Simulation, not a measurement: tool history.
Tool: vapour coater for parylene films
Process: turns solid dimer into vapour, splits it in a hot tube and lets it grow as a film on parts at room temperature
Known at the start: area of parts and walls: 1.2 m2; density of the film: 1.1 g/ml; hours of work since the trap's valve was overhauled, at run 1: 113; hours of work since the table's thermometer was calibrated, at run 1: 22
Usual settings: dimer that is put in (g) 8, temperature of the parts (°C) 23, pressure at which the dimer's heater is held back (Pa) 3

run,day,dimer that is put in (g),temperature of the parts (°C),pressure at which the dimer's heater is held back (Pa),hours of work since the trap's valve was overhauled,hours of work since the table's thermometer was calibrated,thickness of the film (um)
1,0,8,23,3,113,22,4.11
2,1.054,8,23,3,127,36,4.13
3,2.675,8,23,3,148,57,4.07
4,5.054,8,23,3,179,88,4.1
5,7.521,8,23,3,211,120,4.09
6,8.608,8,23,3,226,134,4.07
7,11.058,8,23,7.38,258,166,3.39
8,13.492,8,23,3,289,198,4.07
9,15.392,8,23,3,314,223,4.07
# day 16.767: trap's valve overhauled
10,17.442,8,23,3,9,247,4.11
11,19.842,8,23,3,40,279,4.09
12,21.5,8,23,3,62,300,4.1
13,23.883,8,23,3,93,331,4.08
14,26.212,8,23,3,123,362,4.07
15,27.638,8,23,3,142,380,4.1
16,29.596,12,23,3,167,406,6.1
17,30.867,8,23,4.48,184,422,3.78
18,33.129,8,23,4.48,213,452,3.8
19,34.317,8,23,4.48,229,467,3.76
20,35.55,8,23,6.41,245,483,3.48
21,37.754,8,23,6.41,274,512,3.5
22,38.783,8,23,6.41,287,526,3.5
23,40.292,8,19,5.19,307,545,4.37
24,41.838,8,23,10.16,327,565,3.17
# day 42.417: trap's valve overhauled
25,43.575,3,16,8.88,15,586,1.67
26,45.846,6,19,2.22,45,615,3.92
27,48.117,8,25,2.22,74,645,3.98
28,50.475,8,23,4.28,105,676,3.79
29,51.854,8,23,4.28,123,694,3.79
30,53.025,5,17,3.81,138,709,3.19
31,54.221,5,17,3.81,154,725,3.19
32,56.462,8,17,2.52,183,754,5.57
33,58.583,8,17,2.52,211,782,5.57
34,59.646,3,23,3,225,795,1.55
35,60.971,3,23,3,242,813,1.55
36,62.379,8,22,7.73,260,831,3.5
37,63.775,8,22,7.73,278,849,3.49
38,65.425,8,22,7.73,300,871,3.52
39,67.533,6,25,7.58,327,898,2.3
# day 67.962: trap's valve overhauled
40,69.658,6,25,3.46,22,924,2.73
41,72,9,28,3.2,53,954,3.63
42,73.162,7,15,2.56,68,969,5.22
43,74.433,7,15,7.01,84,986,4.33
44,76.838,4,21,5.41,116,1017,1.97

Hidden state at the last listed run before each entry between runs and at the first one after, where it differs:
Between runs 9 and 10: trap's valve overhauled (day 16.767)
  vapour lost through the trap's worn valve, %: 0.3 -> 0
Between runs 24 and 25: trap's valve overhauled (day 42.417)
  vapour lost through the trap's worn valve, %: 0.3 -> 0
Between runs 39 and 40: trap's valve overhauled (day 67.962)
  vapour lost through the trap's worn valve, %: 0.3 -> 0
